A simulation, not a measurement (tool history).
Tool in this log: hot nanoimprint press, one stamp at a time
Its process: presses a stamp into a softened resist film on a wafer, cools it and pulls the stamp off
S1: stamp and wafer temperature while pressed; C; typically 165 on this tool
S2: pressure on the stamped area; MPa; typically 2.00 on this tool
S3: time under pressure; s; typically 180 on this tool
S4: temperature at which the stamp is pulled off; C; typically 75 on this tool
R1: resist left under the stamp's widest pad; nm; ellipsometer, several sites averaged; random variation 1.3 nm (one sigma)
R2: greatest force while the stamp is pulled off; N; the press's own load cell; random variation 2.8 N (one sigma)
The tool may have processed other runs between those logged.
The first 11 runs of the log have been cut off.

run     day   S1    S2   S3  S4     R1   R2
 12   5.821  165  2.00  180  71  192.7  220
 13   6.138  165  2.00  180  70  192.7  231
 14   6.767  165  2.00  180  70  193.6  227
 15   7.375  165  2.00  180  75  189.6  208
 16   7.712  165  2.00  180  75  191.8  207
      8.058  -- stamp cleaned and given a new release coat
 17   8.617  160  1.36  152  66  276.5  227
 18   9.367  160  1.36  152  66  278.5  228
 19   9.758  161  1.36  140  68  275.1  219
 20  10.404  161  1.36  140  67  274.9  226
 21  11.138  161  2.16  140  67  240.9  231
 22  11.517  165  3.06  180  77  154.9  192
 23  12.225  165  2.00  251  76  167.8  196
 24  12.967  154  2.00  180  64  297.7  244
 25  13.354  159  1.49  177  64  268.4  252
 26  13.658  159  1.49  177  64  276.0  245
 27  14.250  159  1.49  177  64  273.2  253
 28  14.588  159  1.49  177  64  273.5  257
 29  14.892  172  1.49  177  69  148.0  233
     15.283  -- stamp cleaned and given a new release coat
 30  15.567  155  1.49  351  69  277.5  208

3 ways to go on from here, each from the tool as it stands after run 30. What would each give?
  A  16.208  176  1.49  196  69   ?   ?
  B  16.208  176  1.31   97  75   ?   ?
  C  16.208  156  2.00  201  75   ?   ?

run     R1   R2
  A  115.8  210
  B  162.0  190
  C  272.5  188
With no hidden state in the tool, these same runs would have given:
run     R1   R2
  A  122.8  212
  B  170.8  192
  C  282.9  190

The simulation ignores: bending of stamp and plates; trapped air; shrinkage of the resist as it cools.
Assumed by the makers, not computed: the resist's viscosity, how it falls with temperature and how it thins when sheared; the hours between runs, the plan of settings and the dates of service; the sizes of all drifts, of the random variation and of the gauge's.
